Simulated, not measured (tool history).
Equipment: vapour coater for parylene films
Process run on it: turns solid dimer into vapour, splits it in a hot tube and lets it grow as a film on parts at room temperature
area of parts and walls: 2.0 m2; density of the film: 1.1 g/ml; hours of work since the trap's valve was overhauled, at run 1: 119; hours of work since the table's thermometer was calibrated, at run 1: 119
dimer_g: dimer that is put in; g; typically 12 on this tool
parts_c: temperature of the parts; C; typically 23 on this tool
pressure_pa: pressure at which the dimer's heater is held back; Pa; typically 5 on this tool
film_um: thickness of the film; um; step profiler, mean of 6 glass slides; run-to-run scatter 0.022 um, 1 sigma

| run | hour | dimer_g | parts_c | pressure_pa | hours of work since the trap's valve was overhauled | hours of work since the table's thermometer was calibrated | film_um |
|---|---|---|---|---|---|---|---|
| 1 | 0 | 12 | 23 | 5 | 119 | 119 | 3.01 |
| 2 | 18.3 | 12 | 23 | 5 | 134 | 134 | 2.97 |
| 3 | 34.2 | 12 | 23 | 5 | 146 | 146 | 3.03 |
| 4 | 44.8 | 12 | 23 | 4.7 | 154 | 154 | 3.02 |
| 5 | 67.4 | 12 | 23 | 5 | 172 | 172 | 2.97 |
| 6 | 88.7 | 12 | 23 | 5 | 189 | 189 | 2.96 |
| 7 | 105.6 | 6 | 23 | 5 | 202 | 202 | 1.47 |
| 8 | 128.7 | 6 | 23 | 5 | 220 | 220 | 1.46 |
| 9 | 139.8 | 6 | 23 | 5 | 228 | 228 | 1.48 |
| 10 | 151.1 | 6 | 23 | 5 | 237 | 237 | 1.48 |
| 11 | 165.2 | 22 | 29 | 3.57 | 248 | 248 | 4.84 |
| 12 | 176.6 | 13 | 23 | 10.05 | 257 | 257 | 2.89 |
| 13 | 196.9 | 13 | 23 | 10.05 | 273 | 273 | 2.91 |
| 14 | 215.6 | 6 | 23 | 10.05 | 287 | 287 | 1.33 |
| 15 | 235.2 | 18 | 23 | 5 | 303 | 303 | 4.41 |
| 16 | 249.5 | 12 | 23 | 2.11 | 314 | 314 | 3.29 |
| 17 | 272.6 | 8 | 20 | 6.87 | 332 | 332 | 2.02 |
| 18 | 295.7 | 8 | 20 | 6.87 | 350 | 350 | 2.02 |
| 19 | 310.2 | 8 | 20 | 6.87 | 361 | 361 | 2.01 |
| 20 | 326.1 | 9 | 18 | 2.01 | 373 | 373 | 2.84 |

Here are 5 independent what-if runs from the current tool condition. What would each one return?
| A | 338.1 | 9 | 18 | 2.49 | 383 | 383 | ? |
| B | 338.1 | 5 | 19 | 4.05 | 383 | 383 | ? |
| C | 338.1 | 9 | 22 | 5.72 | 383 | 383 | ? |
| D | 338.1 | 12 | 23 | 4.09 | 383 | 383 | ? |
| E | 338.1 | 14 | 18 | 3.25 | 383 | 383 | ? |

| run | film_um |
|---|---|
| A | 2.74 |
| B | 1.39 |
| C | 2.18 |
| D | 2.99 |
| E | 4.04 |
With no hidden state in the tool, these same runs would have given:
| run | film_um |
|---|---|
| A | 2.85 |
| B | 1.44 |
| C | 2.27 |
| D | 3.11 |
| E | 4.2 |
